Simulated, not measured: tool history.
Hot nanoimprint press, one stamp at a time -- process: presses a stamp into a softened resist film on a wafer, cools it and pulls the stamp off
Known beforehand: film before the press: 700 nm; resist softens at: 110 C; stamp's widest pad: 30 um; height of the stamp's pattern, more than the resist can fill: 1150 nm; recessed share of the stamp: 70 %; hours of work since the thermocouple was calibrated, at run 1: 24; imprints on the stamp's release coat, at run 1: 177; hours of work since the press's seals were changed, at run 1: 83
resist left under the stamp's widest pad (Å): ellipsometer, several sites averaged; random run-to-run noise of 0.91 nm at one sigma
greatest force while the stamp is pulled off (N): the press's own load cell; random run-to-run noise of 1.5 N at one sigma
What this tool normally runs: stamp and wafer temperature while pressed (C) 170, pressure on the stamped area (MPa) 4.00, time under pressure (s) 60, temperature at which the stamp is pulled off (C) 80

run   hour  stamp and wafer temperature while pressed (C)  pressure on the stamped area (MPa)  time under pressure (s)  temperature at which the stamp is pulled off (C)  hours of work since the thermocouple was calibrated  imprints on the stamp's release coat  hours of work since the press's seals were changed  resist left under the stamp's widest pad (Å)  greatest force while the stamp is pulled off (N)
  1    0.0                                            170                                4.00                       60                                                80                                                   24                                   177                                                  83                                          2675                                               229
  2    7.6                                            170                                4.00                       60                                                80                                                   29                                   201                                                  88                                          2652                                               232
  3   11.6                                            170                                4.00                       60                                                80                                                   32                                   214                                                  90                                          2650                                               231
  4   18.4                                            170                                5.95                       60                                                80                                                   37                                   235                                                  95                                          2164                                               230
  5   26.0                                            182                                4.00                       60                                                80                                                   42                                   260                                                 100                                          1267                                               231
  6   32.5                                            182                                4.00                       60                                                80                                                   46                                   281                                                 104                                          1261                                               232
  7   39.6                                            170                                4.00                       60                                                80                                                   51                                   304                                                 109                                          2635                                               234
  8   44.5                                            170                                4.00                       60                                                80                                                   54                                   319                                                 112                                          2634                                               232
  9   48.5                                            170                                4.00                       60                                                80                                                   57                                   332                                                 115                                          2624                                               233
 10   55.9                                            170                                4.00                       60                                                80                                                   62                                   356                                                 120                                          2620                                               235
 11   63.2                                            170                                4.00                       47                                                80                                                   66                                   379                                                 125                                          2895                                               234
 12   72.3                                            170                                4.00                       47                                                80                                                   72                                   409                                                 131                                          2886                                               241
 13   79.5                                            175                                4.00                       79                                                80                                                   77                                   432                                                 136                                          1702                                               238
 14   83.5                                            162                                2.65                      114                                                86                                                   80                                   445                                                 138                                          4087                                               228
 15   93.3                                            175                                2.65                       78                                                86                                                   86                                   476                                                 145                                          2108                                               228
 16  100.2                                            175                                2.65                       78                                                86                                                   91                                   498                                                 150                                          2112                                               228
 17  107.9                                            175                                2.65                       78                                                86                                                   96                                   523                                                 155                                          2108                                               230
 18  115.3                                            175                                2.65                       78                                                86                                                  101                                   547                                                 160                                          2101                                               231
 19  123.3                                            170                                3.66                       42                                                66                                                  106                                   572                                                 165                                          3114                                               262
 20  128.1                                            170                                2.61                       98                                                75                                                  110                                   588                                                 168                                          2626                                               250
 21  133.2                                            170                                2.95                       60                                                87                                                  113                                   604                                                 172                                          3017                                               230
 22  141.4                                            170                                2.95                       60                                                87                                                  119                                   631                                                 177                                          2987                                               234
 23  151.1                                            167                                3.99                       39                                                80                                                  125                                   662                                                 183                                          3639                                               245
 24  158.0                                            170                                3.67                       79                                                80                                                  130                                   684                                                 188                                          2397                                               246

4 ways to go on from here, each from the tool as it stands after run 24. What would each give?
  A  164.4                                            170                                4.00                       35                                                80                                                  134                                   705                                                 192                                             ?                                                 ?
  B  164.4                                            177                                4.33                       79                                                71                                                  134                                   705                                                 192                                             ?                                                 ?
  C  164.4                                            158                                3.67                       79                                                80                                                  134                                   705                                                 192                                             ?                                                 ?
  D  164.4                                            167                                2.86                       60                                                66                                                  134                                   705                                                 192                                             ?                                                 ?

run  resist left under the stamp's widest pad (Å)  greatest force while the stamp is pulled off (N)
  A                                          3176                                               244
  B                                          1419                                               262
  C                                          4962                                               245
  D                                          3633                                               271
What these runs would have given with no unlogged condition in the tool:
run  resist left under the stamp's widest pad (Å)  greatest force while the stamp is pulled off (N)
  A                                          3313                                               223
  B                                          1482                                               239
  C                                          5137                                               224
  D                                          3792                                               248
